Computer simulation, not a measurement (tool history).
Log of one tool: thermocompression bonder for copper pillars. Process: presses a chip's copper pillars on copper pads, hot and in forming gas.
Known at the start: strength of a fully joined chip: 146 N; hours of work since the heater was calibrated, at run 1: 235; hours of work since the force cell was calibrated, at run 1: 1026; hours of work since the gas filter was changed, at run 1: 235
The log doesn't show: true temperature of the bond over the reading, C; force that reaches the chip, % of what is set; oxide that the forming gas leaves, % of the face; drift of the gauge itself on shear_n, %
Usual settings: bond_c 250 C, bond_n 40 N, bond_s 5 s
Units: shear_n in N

run    hour  bond_c  bond_n  bond_s  hours of work since the heater was calibrated  hours of work since the force cell was calibrated  hours of work since the gas filter was changed  shear_n
  1     0.0     250      40       5                                            235                                               1026                                             235     64.4
  2    25.4     250      40       5                                            248                                               1040                                             248     64.1
  3    64.2     250      40       5                                            269                                               1061                                             269     63.3
  4    89.9     250      40       5                                            283                                               1074                                             283     62.9
  5   138.6     250      40       5                                            309                                               1101                                             309     62.8
  6   168.4     250      40       5                                            325                                               1117                                             325     64.8
  7   190.3     250      40       3                                            337                                               1128                                             337     52.7
  8   234.1     250      40       5                                            360                                               1152                                             360     63.7
  9   255.4     250      40       5                                            372                                               1163                                             372     63.5
 10   290.0     250      40       5                                            390                                               1182                                             390     64.3
      306.2  -- forming gas filter changed
 11   312.3     250      49       5                                            402                                               1193                                               3     69.8
 12   353.0     250      49       5                                            424                                               1215                                              25     70.5
 13   386.3     250      35       5                                            442                                               1233                                              43     60.1
 14   417.6     250      35       5                                            458                                               1250                                              60     60.2
 15   465.5     250      35       5                                            484                                               1276                                              85     60.3
 16   513.3     250      35       5                                            510                                               1301                                             111     60.3
 17   547.5     250      35       5                                            528                                               1320                                             129     60.6
 18   578.8     250      40       5                                            545                                               1336                                             146     64.2
 19   628.7     250      40       5                                            572                                               1363                                             173     64.0
 20   673.7     250      40       5                                            596                                               1387                                             197     63.9
 21   718.0     250      40       9                                            619                                               1411                                             221     78.3
 22   740.8     250      40       9                                            632                                               1423                                             233     78.0
 23   780.6     250      40       9                                            653                                               1445                                             254     79.1
 24   824.2     250      36       5                                            676                                               1468                                             278     60.5
 25   863.7     250      36       5                                            698                                               1489                                             299     60.0
 26   903.1     249      39       5                                            719                                               1510                                             320     62.2
      908.3  -- heater calibrated with a thermocouple chip
 27   944.0     227      31       4                                             19                                               1531                                             341     34.6
 28   975.5     250      36       4                                             36                                               1548                                             358     55.4
 29  1008.2     250      36       4                                             54                                               1565                                             375     56.2
 30  1035.0     250      36       4                                             68                                               1580                                             390     56.0
     1053.9  -- forming gas filter changed
 31  1073.6     271      36       4                                             88                                               1600                                              11     74.5
 32  1117.8     223      36       7                                            112                                               1624                                              34     45.8
 33  1167.8     223      34       3                                            139                                               1651                                              61     30.5
 34  1212.4     228      34       5                                            163                                               1675                                              85     41.1
 35  1249.8     228      34       5                                            183                                               1695                                             105     41.3
 36  1286.8     250      43       8                                            203                                               1715                                             125     78.3
 37  1307.7     246      43       3                                            214                                               1726                                             136     50.5
 38  1343.3     246      25      10                                            233                                               1745                                             155     61.8
 39  1368.0     257      40       5                                            246                                               1758                                             168     70.0
 40  1392.8     237      40       4                                            260                                               1771                                             182     48.0

4 ways to go on from here, each from the tool as it stands after run 40. What would each give?
  A  1418.9     252      28       5                                            274                                               1785                                             196        ?
  B  1418.9     250      36       5                                            274                                               1785                                             196        ?
  C  1418.9     237      47       6                                            274                                               1785                                             196        ?
  D  1418.9     268      58       3                                            274                                               1785                                             196        ?

run  shear_n
  A     55.2
  B     61.1
  C     60.2
  D     78.9
Without the tool's hidden state the same runs would have given:
run  shear_n
  A     55.5
  B     61.4
  C     60.5
  D     79.2
